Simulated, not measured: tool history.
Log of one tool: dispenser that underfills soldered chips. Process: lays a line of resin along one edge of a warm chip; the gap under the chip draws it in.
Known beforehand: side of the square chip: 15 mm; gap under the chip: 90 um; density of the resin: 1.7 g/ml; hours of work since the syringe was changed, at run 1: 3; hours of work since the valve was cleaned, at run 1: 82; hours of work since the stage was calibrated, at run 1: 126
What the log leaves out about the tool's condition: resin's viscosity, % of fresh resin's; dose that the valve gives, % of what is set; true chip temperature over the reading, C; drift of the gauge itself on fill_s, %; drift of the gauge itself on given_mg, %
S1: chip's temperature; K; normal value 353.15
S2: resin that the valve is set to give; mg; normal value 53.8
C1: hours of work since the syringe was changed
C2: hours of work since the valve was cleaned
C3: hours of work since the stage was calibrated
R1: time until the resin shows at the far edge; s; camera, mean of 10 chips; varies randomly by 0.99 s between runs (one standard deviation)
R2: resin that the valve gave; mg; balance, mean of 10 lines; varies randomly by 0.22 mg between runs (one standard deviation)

run   hour      S1    S2  C1   C2   C3     R1     R2
  1    0.0  353.15  53.8   3   82  126  110.2  50.59
  2    5.4  353.15  53.8   7   85  130  136.8  50.66
  3   10.6  353.15  53.8  11   89  133  174.2  50.48
      12.9  -- new syringe of resin
  4   19.6  345.15  53.8   5   95  139  185.8  50.04
  5   25.9  353.15  53.8   9   99  144  163.3  49.90
      30.1  -- new syringe of resin
  6   36.0  353.15  53.8   4  106  150  114.6  49.76
  7   45.7  353.15  53.8  11  113  157  175.7  49.42
      47.6  -- new syringe of resin
  8   51.8  353.15  61.6   3  117  161  108.4  56.48
  9   59.0  353.15  61.6   8  122  166  146.5  55.83
      65.5  -- new syringe of resin
 10   68.6  366.15  59.6   2  128  172   53.4  54.21
 11   74.1  344.15  68.9   6  132  176  208.8  62.33
      83.1  -- new syringe of resin
 12   83.1  356.15  69.7   0  138  182   76.0  62.71
      86.4  -- dispensing valve cleaned and set on the balance
 13   90.9  345.15  52.1   5    3  187  181.3  51.93
 14   97.1  362.15  61.7   9    7  191   96.6  61.78
     101.7  -- new syringe of resin
 15  106.8  353.15  59.0   4   14  198  108.0  58.24
 16  111.9  350.15  59.8   7   17  201  158.2  58.79
 17  116.3  356.15  60.3  10   20  204  139.6  59.62

Forecast each of these 5 alternatives for the next run:
     118.9  -- new syringe of resin
  A  120.9  362.15  60.8   1  23  207   ?   ?
     118.9  -- new syringe of resin
  B  120.9  355.15  50.2   1  23  207   ?   ?
     118.9  -- new syringe of resin
  C  120.9  360.15  60.1   1  23  207   ?   ?
     118.9  -- new syringe of resin
  D  120.9  341.15  53.8   1  23  207   ?   ?
     118.9  -- new syringe of resin
  E  120.9  364.15  53.2   1  23  207   ?   ?

run     R1     R2
  A   59.7  59.85
  B   87.8  49.10
  C   67.6  59.07
  D  180.7  52.76
  E   54.6  52.73
Stripped of hidden state, with their random variation kept, the same runs would have yielded:
run     R1     R2
  A   58.5  60.90
  B   86.0  49.96
  C   66.3  60.10
  D  178.3  53.68
  E   53.4  53.65
